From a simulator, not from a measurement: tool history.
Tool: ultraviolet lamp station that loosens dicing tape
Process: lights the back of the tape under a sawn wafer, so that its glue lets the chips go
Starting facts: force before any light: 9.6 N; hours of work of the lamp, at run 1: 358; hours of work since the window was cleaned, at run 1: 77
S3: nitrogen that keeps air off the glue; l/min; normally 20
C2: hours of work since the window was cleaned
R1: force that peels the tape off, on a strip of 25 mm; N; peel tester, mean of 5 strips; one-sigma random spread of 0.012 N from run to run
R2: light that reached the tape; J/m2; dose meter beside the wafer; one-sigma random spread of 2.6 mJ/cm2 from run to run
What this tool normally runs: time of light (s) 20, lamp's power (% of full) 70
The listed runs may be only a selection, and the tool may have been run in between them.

run 1 hour=0.0 | time_of_light_(s)=20 lamp's_power_(%_of_full)=70 S3=20 | hours_of_work_of_the_lamp=358 C2=77 | R1=0.757 R2=3000
run 2 hour=13.3 | time_of_light_(s)=20 lamp's_power_(%_of_full)=70 S3=20 | hours_of_work_of_the_lamp=365 C2=85 | R1=0.750 R2=3030
run 3 hour=31.1 | time_of_light_(s)=20 lamp's_power_(%_of_full)=86 S3=20 | hours_of_work_of_the_lamp=375 C2=94 | R1=0.506 R2=3670
run 4 hour=47.6 | time_of_light_(s)=20 lamp's_power_(%_of_full)=86 S3=20 | hours_of_work_of_the_lamp=384 C2=104 | R1=0.504 R2=3630
run 5 hour=60.3 | time_of_light_(s)=20 lamp's_power_(%_of_full)=86 S3=20 | hours_of_work_of_the_lamp=391 C2=110 | R1=0.515 R2=3550
run 6 hour=83.6 | time_of_light_(s)=20 lamp's_power_(%_of_full)=86 S3=20 | hours_of_work_of_the_lamp=404 C2=123 | R1=0.517 R2=3600
run 7 hour=101.8 | time_of_light_(s)=20 lamp's_power_(%_of_full)=70 S3=20 | hours_of_work_of_the_lamp=414 C2=133 | R1=0.811 R2=2900
run 8 hour=120.7 | time_of_light_(s)=20 lamp's_power_(%_of_full)=70 S3=20 | hours_of_work_of_the_lamp=424 C2=144 | R1=0.861 R2=2860
run 9 hour=135.5 | time_of_light_(s)=20 lamp's_power_(%_of_full)=83 S3=20 | hours_of_work_of_the_lamp=432 C2=152 | R1=0.574 R2=3330
run 10 hour=145.1 | time_of_light_(s)=20 lamp's_power_(%_of_full)=83 S3=20 | hours_of_work_of_the_lamp=438 C2=157 | R1=0.596 R2=3380
run 11 hour=163.7 | time_of_light_(s)=20 lamp's_power_(%_of_full)=70 S3=20 | hours_of_work_of_the_lamp=448 C2=168 | R1=0.882 R2=2820
run 12 hour=186.7 | time_of_light_(s)=20 lamp's_power_(%_of_full)=70 S3=20 | hours_of_work_of_the_lamp=461 C2=180 | R1=0.863 R2=2780
run 13 hour=203.6 | time_of_light_(s)=20 lamp's_power_(%_of_full)=70 S3=20 | hours_of_work_of_the_lamp=470 C2=190 | R1=0.886 R2=2700
run 14 hour=217.3 | time_of_light_(s)=20 lamp's_power_(%_of_full)=70 S3=19 | hours_of_work_of_the_lamp=478 C2=197 | R1=0.957 R2=2730
run 15 hour=236.9 | time_of_light_(s)=20 lamp's_power_(%_of_full)=70 S3=20 | hours_of_work_of_the_lamp=488 C2=208 | R1=0.918 R2=2750
run 16 hour=250.1 | time_of_light_(s)=20 lamp's_power_(%_of_full)=70 S3=20 | hours_of_work_of_the_lamp=496 C2=215 | R1=0.915 R2=2710
run 17 hour=273.0 | time_of_light_(s)=20 lamp's_power_(%_of_full)=70 S3=20 | hours_of_work_of_the_lamp=508 C2=228 | R1=0.966 R2=2650
-- hour=277.9 window cleaned of glue's vapour
run 18 hour=283.1 | time_of_light_(s)=23 lamp's_power_(%_of_full)=70 S3=20 | hours_of_work_of_the_lamp=514 C2=3 | R1=0.553 R2=3440
run 19 hour=294.9 | time_of_light_(s)=20 lamp's_power_(%_of_full)=70 S3=34 | hours_of_work_of_the_lamp=520 C2=9 | R1=0.492 R2=3020
run 20 hour=309.8 | time_of_light_(s)=20 lamp's_power_(%_of_full)=70 S3=7 | hours_of_work_of_the_lamp=528 C2=18 | R1=1.668 R2=2990
run 21 hour=319.7 | time_of_light_(s)=20 lamp's_power_(%_of_full)=70 S3=7 | hours_of_work_of_the_lamp=534 C2=23 | R1=1.715 R2=2960
run 22 hour=337.8 | time_of_light_(s)=20 lamp's_power_(%_of_full)=79 S3=10 | hours_of_work_of_the_lamp=544 C2=33 | R1=1.094 R2=3380
run 23 hour=355.4 | time_of_light_(s)=11 lamp's_power_(%_of_full)=89 S3=21 | hours_of_work_of_the_lamp=554 C2=43 | R1=1.538 R2=2030
run 24 hour=372.4 | time_of_light_(s)=11 lamp's_power_(%_of_full)=89 S3=12 | hours_of_work_of_the_lamp=563 C2=52 | R1=2.261 R2=2020
run 25 hour=386.8 | time_of_light_(s)=11 lamp's_power_(%_of_full)=89 S3=12 | hours_of_work_of_the_lamp=571 C2=60 | R1=2.213 R2=1990
run 26 hour=401.3 | time_of_light_(s)=11 lamp's_power_(%_of_full)=67 S3=18 | hours_of_work_of_the_lamp=579 C2=68 | R1=2.648 R2=1470
run 27 hour=422.8 | time_of_light_(s)=15 lamp's_power_(%_of_full)=68 S3=8 | hours_of_work_of_the_lamp=591 C2=80 | R1=2.666 R2=2080
run 28 hour=439.7 | time_of_light_(s)=15 lamp's_power_(%_of_full)=68 S3=26 | hours_of_work_of_the_lamp=600 C2=89 | R1=1.335 R2=2070
run 29 hour=452.1 | time_of_light_(s)=13 lamp's_power_(%_of_full)=74 S3=20 | hours_of_work_of_the_lamp=607 C2=96 | R1=1.771 R2=1940
run 30 hour=464.1 | time_of_light_(s)=13 lamp's_power_(%_of_full)=74 S3=20 | hours_of_work_of_the_lamp=614 C2=103 | R1=1.714 R2=1900
run 31 hour=483.0 | time_of_light_(s)=13 lamp's_power_(%_of_full)=74 S3=20 | hours_of_work_of_the_lamp=624 C2=113 | R1=1.794 R2=1900
run 32 hour=499.9 | time_of_light_(s)=11 lamp's_power_(%_of_full)=84 S3=9 | hours_of_work_of_the_lamp=633 C2=123 | R1=3.051 R2=1780
run 33 hour=512.1 | time_of_light_(s)=11 lamp's_power_(%_of_full)=84 S3=9 | hours_of_work_of_the_lamp=640 C2=129 | R1=3.050 R2=1810
run 34 hour=527.8 | time_of_light_(s)=25 lamp's_power_(%_of_full)=64 S3=20 | hours_of_work_of_the_lamp=649 C2=138 | R1=0.692 R2=3120
run 35 hour=541.7 | time_of_light_(s)=14 lamp's_power_(%_of_full)=87 S3=28 | hours_of_work_of_the_lamp=657 C2=146 | R1=0.992 R2=2360
run 36 hour=562.9 | time_of_light_(s)=14 lamp's_power_(%_of_full)=87 S3=28 | hours_of_work_of_the_lamp=668 C2=157 | R1=0.987 R2=2320
run 37 hour=572.4 | time_of_light_(s)=20 lamp's_power_(%_of_full)=75 S3=29 | hours_of_work_of_the_lamp=674 C2=163 | R1=0.645 R2=2850
run 38 hour=583.8 | time_of_light_(s)=12 lamp's_power_(%_of_full)=70 S3=20 | hours_of_work_of_the_lamp=680 C2=169 | R1=2.295 R2=1590
run 39 hour=596.4 | time_of_light_(s)=19 lamp's_power_(%_of_full)=61 S3=20 | hours_of_work_of_the_lamp=687 C2=176 | R1=1.436 R2=2200
run 40 hour=614.1 | time_of_light_(s)=19 lamp's_power_(%_of_full)=61 S3=20 | hours_of_work_of_the_lamp=697 C2=186 | R1=1.388 R2=2140
run 41 hour=634.2 | time_of_light_(s)=20 lamp's_power_(%_of_full)=64 S3=7 | hours_of_work_of_the_lamp=708 C2=197 | R1=2.494 R2=2380
run 42 hour=652.4 | time_of_light_(s)=33 lamp's_power_(%_of_full)=70 S3=10 | hours_of_work_of_the_lamp=718 C2=207 | R1=0.681 R2=4180

Branching from run 42: 5 alternative next runs. What would each branch give?
run A hour=668.3 | time_of_light_(s)=10 lamp's_power_(%_of_full)=83 S3=18 | hours_of_work_of_the_lamp=727 C2=216 | R1=? R2=?
run B hour=668.3 | time_of_light_(s)=11 lamp's_power_(%_of_full)=68 S3=20 | hours_of_work_of_the_lamp=727 C2=216 | R1=? R2=?
run C hour=668.3 | time_of_light_(s)=13 lamp's_power_(%_of_full)=91 S3=15 | hours_of_work_of_the_lamp=727 C2=216 | R1=? R2=?
run D hour=668.3 | time_of_light_(s)=14 lamp's_power_(%_of_full)=70 S3=20 | hours_of_work_of_the_lamp=727 C2=216 | R1=? R2=?
run E hour=668.3 | time_of_light_(s)=11 lamp's_power_(%_of_full)=77 S3=10 | hours_of_work_of_the_lamp=727 C2=216 | R1=? R2=?

run=A R1=2.702 R2=1520
run=B R1=2.864 R2=1350
run=C R1=1.789 R2=2120
run=D R1=2.030 R2=1790
run=E R1=3.242 R2=1560
With no hidden state in the tool, these same runs would have given:
run=A R1=1.743 R2=2060
run=B R1=1.891 R2=1830
run=C R1=1.033 R2=2880
run=D R1=1.206 R2=2430
run=E R1=2.259 R2=2100
